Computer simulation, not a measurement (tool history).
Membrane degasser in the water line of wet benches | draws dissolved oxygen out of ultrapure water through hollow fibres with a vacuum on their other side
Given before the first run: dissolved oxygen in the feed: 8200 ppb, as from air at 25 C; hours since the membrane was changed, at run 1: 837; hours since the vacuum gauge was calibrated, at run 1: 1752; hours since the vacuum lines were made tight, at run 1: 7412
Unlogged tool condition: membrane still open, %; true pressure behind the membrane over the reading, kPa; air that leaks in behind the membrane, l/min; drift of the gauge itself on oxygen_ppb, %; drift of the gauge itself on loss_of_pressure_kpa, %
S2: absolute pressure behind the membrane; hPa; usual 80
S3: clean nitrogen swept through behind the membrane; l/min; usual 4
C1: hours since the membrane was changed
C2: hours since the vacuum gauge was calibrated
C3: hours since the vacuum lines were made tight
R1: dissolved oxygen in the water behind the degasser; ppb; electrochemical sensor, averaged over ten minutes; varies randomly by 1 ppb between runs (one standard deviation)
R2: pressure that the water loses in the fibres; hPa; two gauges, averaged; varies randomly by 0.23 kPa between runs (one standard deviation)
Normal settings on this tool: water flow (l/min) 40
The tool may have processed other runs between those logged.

Run 1, day 0: usual settings; C1 837; C2 1752; C3 7412. Result: R1 135.7 ppb, R2 601.8 hPa.
Run 2, day 1.204: usual settings; C1 866; C2 1781; C3 7441. Result: R1 136.3 ppb, R2 603.9 hPa.
Run 3, day 2.454: usual settings; C1 896; C2 1811; C3 7471. Result: R1 133.7 ppb, R2 600 hPa.
Run 4, day 3.421: usual settings; C1 919; C2 1834; C3 7494. Result: R1 134.8 ppb, R2 601.9 hPa.
Run 5, day 4.775: usual settings; C1 952; C2 1866; C3 7527. Result: R1 135 ppb, R2 599.6 hPa.
Run 6, day 6.488: usual settings; C1 993; C2 1908; C3 7568. Result: R1 134 ppb, R2 602.1 hPa.
Run 7, day 7.721: usual settings; C1 1023; C2 1937; C3 7597. Result: R1 132.5 ppb, R2 602.5 hPa.
Run 8, day 9.608: usual settings; C1 1068; C2 1982; C3 7643. Result: R1 134.5 ppb, R2 600.7 hPa.
Run 9, day 11.429: usual settings; C1 1112; C2 2026; C3 7686. Result: R1 133.4 ppb, R2 600.7 hPa.
Run 10, day 12.804: usual settings but water flow (l/min) 30; C1 1145; C2 2059; C3 7719. Result: R1 90.9 ppb, R2 453 hPa.
Run 11, day 14.217: usual settings but water flow (l/min) 28; C1 1179; C2 2093; C3 7753. Result: R1 85.6 ppb, R2 421.4 hPa.
Run 12, day 15.021: usual settings but water flow (l/min) 28; C1 1198; C2 2112; C3 7773. Result: R1 85.7 ppb, R2 419.1 hPa.
Run 13, day 16.304: usual settings but water flow (l/min) 28; C1 1229; C2 2143; C3 7803. Result: R1 85.8 ppb, R2 423 hPa.
Run 14, day 18.067: usual settings but water flow (l/min) 28; C1 1271; C2 2185; C3 7846. Result: R1 85.7 ppb, R2 426.1 hPa.
Run 15, day 19.071: usual settings but water flow (l/min) 28, S3 8.78 l/min; C1 1295; C2 2210; C3 7870. Result: R1 41.8 ppb, R2 421.7 hPa.
Run 16, day 19.917: usual settings but water flow (l/min) 28, S3 8.78 l/min; C1 1315; C2 2230; C3 7890. Result: R1 41.8 ppb, R2 420.7 hPa.
Run 17, day 21.404: usual settings but water flow (l/min) 28, S3 8.78 l/min; C1 1351; C2 2266; C3 7926. Result: R1 42 ppb, R2 419.2 hPa.
Run 18, day 23.246: usual settings but water flow (l/min) 28, S3 8.78 l/min; C1 1395; C2 2310; C3 7970. Result: R1 41.9 ppb, R2 422.1 hPa.
Run 19, day 24.471: usual settings but S2 50.8 hPa; C1 1425; C2 2339; C3 7999. Result: R1 66.9 ppb, R2 601.1 hPa.
Run 20, day 25.317: usual settings but water flow (l/min) 47, S2 139.5 hPa, S3 11.59 l/min; C1 1445; C2 2359; C3 8020. Result: R1 146.2 ppb, R2 704.7 hPa.
Run 21, day 26.925: usual settings but water flow (l/min) 54, S2 146.1 hPa, S3 2.63 l/min; C1 1484; C2 2398; C3 8058. Result: R1 570.8 ppb, R2 812.3 hPa.
Run 22, day 28.562: usual settings but water flow (l/min) 29; C1 1523; C2 2437; C3 8098. Result: R1 87.6 ppb, R2 437.6 hPa.
Run 23, day 29.712: usual settings but S2 75.9 hPa; C1 1550; C2 2465; C3 8125. Result: R1 126.2 ppb, R2 605.6 hPa.
Run 24, day 31.508: usual settings but S2 58.2 hPa; C1 1594; C2 2508; C3 8168. Result: R1 84.6 ppb, R2 598.1 hPa.
Run 25, day 33.308: usual settings but S2 58.2 hPa; C1 1637; C2 2551; C3 8212. Result: R1 83.6 ppb, R2 602.4 hPa.
Run 26, day 35.212: usual settings but water flow (l/min) 32, S2 66.9 hPa, S3 8.29 l/min; C1 1682; C2 2597; C3 8257. Result: R1 40 ppb, R2 480.5 hPa.
Run 27, day 36.638: usual settings but S2 128.8 hPa, S3 2.92 l/min; C1 1717; C2 2631; C3 8291. Result: R1 321 ppb, R2 606.2 hPa.
Run 28, day 38.492: usual settings but water flow (l/min) 29, S2 146.5 hPa, S3 5.19 l/min; C1 1761; C2 2676; C3 8336. Result: R1 160.1 ppb, R2 434.2 hPa.

Forecast each of these 4 alternatives for the next run:
Run A, day 39.833: usual settings but S2 103.4 hPa, S3 4.75 l/min; C1 1793; C2 2708; C3 8368. Result: R1 ?, R2 ?.
Run B, day 39.833: usual settings but water flow (l/min) 34; C1 1793; C2 2708; C3 8368. Result: R1 ?, R2 ?.
Run C, day 39.833: usual settings but water flow (l/min) 62, S2 146.5 hPa, S3 5.19 l/min; C1 1793; C2 2708; C3 8368. Result: R1 ?, R2 ?.
Run D, day 39.833: usual settings but water flow (l/min) 29, S2 84.3 hPa, S3 8.06 l/min; C1 1793; C2 2708; C3 8368. Result: R1 ?, R2 ?.

run     R1     R2
  A  165.4  601.2
  B  107.2  513.2
  C  417.8  938.7
  D   51.4  439.6
What these runs would have given with no unlogged condition in the tool:
run     R1     R2
  A  161.4  598.3
  B  103.7  510.7
  C  411.2  934.1
  D   49.6  437.5
